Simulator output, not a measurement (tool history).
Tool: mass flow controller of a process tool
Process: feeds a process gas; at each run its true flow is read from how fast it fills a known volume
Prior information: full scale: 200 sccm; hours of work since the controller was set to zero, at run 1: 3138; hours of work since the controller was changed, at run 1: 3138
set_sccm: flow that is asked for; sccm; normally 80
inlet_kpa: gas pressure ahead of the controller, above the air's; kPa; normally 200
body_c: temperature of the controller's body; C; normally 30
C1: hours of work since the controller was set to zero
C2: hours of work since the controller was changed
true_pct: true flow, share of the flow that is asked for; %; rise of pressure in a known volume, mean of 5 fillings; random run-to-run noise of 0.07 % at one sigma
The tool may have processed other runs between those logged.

{"run": 1, "day": 0.0, "set_sccm": 80, "inlet_kpa": 200, "body_c": 30, "C1": 3138, "C2": 3138, "true_pct": 98.81}
{"run": 2, "day": 6.25, "set_sccm": 80, "inlet_kpa": 200, "body_c": 30, "C1": 3231, "C2": 3231, "true_pct": 98.96}
{"run": 3, "day": 18.862, "set_sccm": 80, "inlet_kpa": 200, "body_c": 21, "C1": 3419, "C2": 3419, "true_pct": 98.36}
{"run": 4, "day": 29.683, "set_sccm": 80, "inlet_kpa": 200, "body_c": 21, "C1": 3580, "C2": 3580, "true_pct": 98.44}
{"run": 5, "day": 42.3, "set_sccm": 80, "inlet_kpa": 200, "body_c": 21, "C1": 3768, "C2": 3768, "true_pct": 98.25}
{"run": 6, "day": 57.362, "set_sccm": 80, "inlet_kpa": 200, "body_c": 21, "C1": 3993, "C2": 3993, "true_pct": 98.24}
{"run": 7, "day": 71.404, "set_sccm": 80, "inlet_kpa": 200, "body_c": 21, "C1": 4202, "C2": 4202, "true_pct": 98.34}
{"run": 8, "day": 80.725, "set_sccm": 80, "inlet_kpa": 146, "body_c": 30, "C1": 4341, "C2": 4341, "true_pct": 98.93}
{"run": 9, "day": 90.808, "set_sccm": 80, "inlet_kpa": 146, "body_c": 30, "C1": 4492, "C2": 4492, "true_pct": 98.85}
{"run": 10, "day": 105.65, "set_sccm": 43, "inlet_kpa": 231, "body_c": 30, "C1": 4713, "C2": 4713, "true_pct": 98.19}
{"run": 11, "day": 113.029, "set_sccm": 43, "inlet_kpa": 231, "body_c": 38, "C1": 4823, "C2": 4823, "true_pct": 98.68}
{"run": 12, "day": 120.862, "set_sccm": 125, "inlet_kpa": 231, "body_c": 38, "C1": 4940, "C2": 4940, "true_pct": 99.69}
{"run": 13, "day": 133.521, "set_sccm": 125, "inlet_kpa": 231, "body_c": 38, "C1": 5128, "C2": 5128, "true_pct": 99.75}
{"run": 14, "day": 141.867, "set_sccm": 55, "inlet_kpa": 216, "body_c": 24, "C1": 5253, "C2": 5253, "true_pct": 98.1}
{"run": 15, "day": 153.492, "set_sccm": 21, "inlet_kpa": 216, "body_c": 24, "C1": 5426, "C2": 5426, "true_pct": 97.66}
{"run": 16, "day": 159.604, "set_sccm": 159, "inlet_kpa": 202, "body_c": 27, "C1": 5517, "C2": 5517, "true_pct": 99.69}
{"run": 17, "day": 174.775, "set_sccm": 159, "inlet_kpa": 202, "body_c": 27, "C1": 5743, "C2": 5743, "true_pct": 99.64}
{"run": 18, "day": 184.838, "set_sccm": 33, "inlet_kpa": 201, "body_c": 23, "C1": 5893, "C2": 5893, "true_pct": 97.84}

Alternative continuations, all from the tool just after run 18; predict every row:
{"day": 195.496, "done": "controller's zero set anew"}
{"run": "A", "day": 196.317, "set_sccm": 80, "inlet_kpa": 246, "body_c": 30, "C1": 12, "C2": 6064, "true_pct": "?"}
{"day": 195.496, "done": "controller's zero set anew"}
{"run": "B", "day": 196.317, "set_sccm": 117, "inlet_kpa": 222, "body_c": 37, "C1": 12, "C2": 6064, "true_pct": "?"}
{"day": 195.496, "done": "controller's zero set anew"}
{"run": "C", "day": 196.317, "set_sccm": 80, "inlet_kpa": 200, "body_c": 23, "C1": 12, "C2": 6064, "true_pct": "?"}
{"day": 195.496, "done": "controller's zero set anew"}
{"run": "D", "day": 196.317, "set_sccm": 80, "inlet_kpa": 149, "body_c": 30, "C1": 12, "C2": 6064, "true_pct": "?"}
{"day": 195.496, "done": "controller's zero set anew"}
{"run": "E", "day": 196.317, "set_sccm": 161, "inlet_kpa": 201, "body_c": 23, "C1": 12, "C2": 6064, "true_pct": "?"}

run=A true_pct=98.77
run=B true_pct=99.63
run=C true_pct=98.35
run=D true_pct=98.77
run=E true_pct=99.52
Without the tool's unlogged condition, the same runs would have read:
run=A true_pct=98.77
run=B true_pct=99.63
run=C true_pct=98.35
run=D true_pct=98.76
run=E true_pct=99.51
